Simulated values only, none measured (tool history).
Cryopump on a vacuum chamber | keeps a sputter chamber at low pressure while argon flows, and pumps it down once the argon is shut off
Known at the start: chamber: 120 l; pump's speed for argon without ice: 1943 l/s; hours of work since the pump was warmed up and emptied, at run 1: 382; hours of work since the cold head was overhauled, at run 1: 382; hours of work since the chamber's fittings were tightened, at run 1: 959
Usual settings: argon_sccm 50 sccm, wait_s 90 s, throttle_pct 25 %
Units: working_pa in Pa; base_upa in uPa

run,hour,argon_sccm,wait_s,throttle_pct,hours of work since the pump was warmed up and emptied,hours of work since the cold head was overhauled,hours of work since the chamber's fittings were tightened,working_pa,base_upa
1,0,50,90,25,382,382,959,0.1789,1.49
2,14,58,90,25,391,391,968,0.2088,1.55
3,29.8,50,111,25,401,401,978,0.1782,1.4
4,39.5,50,90,25,407,407,985,0.1797,1.52
5,50.7,50,195,25,414,414,992,0.1804,1.21
6,61.7,50,195,25,421,421,999,0.1801,1.22
7,72.4,100,195,25,428,428,1006,0.3592,1.2
8,89.8,100,195,25,439,439,1017,0.3602,1.19
9,100.2,100,195,25,446,446,1023,0.3609,1.26
10,118.7,100,195,25,458,458,1035,0.3599,1.25
11,133.4,50,89,39,467,467,1044,0.1173,1.6
12,150.3,50,89,39,478,478,1055,0.1174,1.67
13,161,50,67,58,485,485,1062,0.082,1.84
14,180.6,50,67,58,497,497,1075,0.0817,1.86
15,191.9,30,34,59,504,504,1082,0.0489,2.67
16,202,50,90,27,511,511,1088,0.1686,1.6

The next listed run, before its measurement:
17,214,62,90,43,518,518,1096,?,?

working_pa: 0.1343 Pa
base_upa: 1.66 uPa
Without the tool's hidden state the same run would have given working_pa 0.1254 Pa, base_upa 0.81 uPa.
